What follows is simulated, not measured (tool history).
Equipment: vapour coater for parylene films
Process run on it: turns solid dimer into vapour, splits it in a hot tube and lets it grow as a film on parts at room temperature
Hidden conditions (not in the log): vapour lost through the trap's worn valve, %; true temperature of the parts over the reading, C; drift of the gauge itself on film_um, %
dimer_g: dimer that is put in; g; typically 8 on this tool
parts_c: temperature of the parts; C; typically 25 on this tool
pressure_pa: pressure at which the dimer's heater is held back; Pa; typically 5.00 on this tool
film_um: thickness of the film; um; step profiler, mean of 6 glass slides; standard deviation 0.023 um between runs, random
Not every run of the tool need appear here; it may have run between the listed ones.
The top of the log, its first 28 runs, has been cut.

run     day  dimer_g  parts_c  pressure_pa  hours of work since the trap's valve was overhauled  hours of work since the table's thermometer was calibrated  film_um
 29  48.492        5       35         4.32                                                  179                                                        2188     0.63
 30  50.983        8       19         5.00                                                  232                                                        2241     1.85
 31  52.429        8       19         5.00                                                  264                                                        2272     1.84
 32  54.962        8       19         5.00                                                  318                                                        2327     1.86
 33  56.058        8       19         5.00                                                  342                                                        2351     1.89
 34  58.067        8       18         3.40                                                  385                                                        2394     2.04
 35  59.383        4       17         3.40                                                  414                                                        2422     1.04
     60.442  -- trap's valve overhauled
     62.108  -- table's thermometer calibrated
 36  62.129        4       17         3.40                                                   36                                                           1     1.03
 37  63.312        4       17         3.40                                                   61                                                          26     1.07
 38  64.567        7       27         8.61                                                   88                                                          53     1.12
 39  66.975       10       17         7.87                                                  140                                                         105     2.41
 40  68.329        5       24         5.00                                                  169                                                         134     0.96
 41  69.662        5       24         5.00                                                  198                                                         163     0.96
 42  71.892        5       24         5.00                                                  246                                                         211     0.99
 43  73.608       12       31        10.68                                                  283                                                         248     1.64
 44  75.233       12       31        10.68                                                  318                                                         283     1.59
 45  76.771       12       31        10.68                                                  351                                                         316     1.63
 46  79.033        4       18         3.13                                                  400                                                         365     1.04

What if the next run were any one of these 3? Each begins from the tool's condition after run 46:
     80.533  -- trap's valve overhauled
  A  81.821        8       25         7.64                                                   28                                                         422        ?
     80.533  -- trap's valve overhauled
  B  81.821        4       26         3.13                                                   28                                                         422        ?
     80.533  -- trap's valve overhauled
  C  81.821        8       25         5.00                                                   28                                                         422        ?

run  film_um
  A     1.41
  B     0.77
  C     1.47
Had the tool no hidden state, the same runs would have come out as:
run  film_um
  A     1.41
  B     0.77
  C     1.48
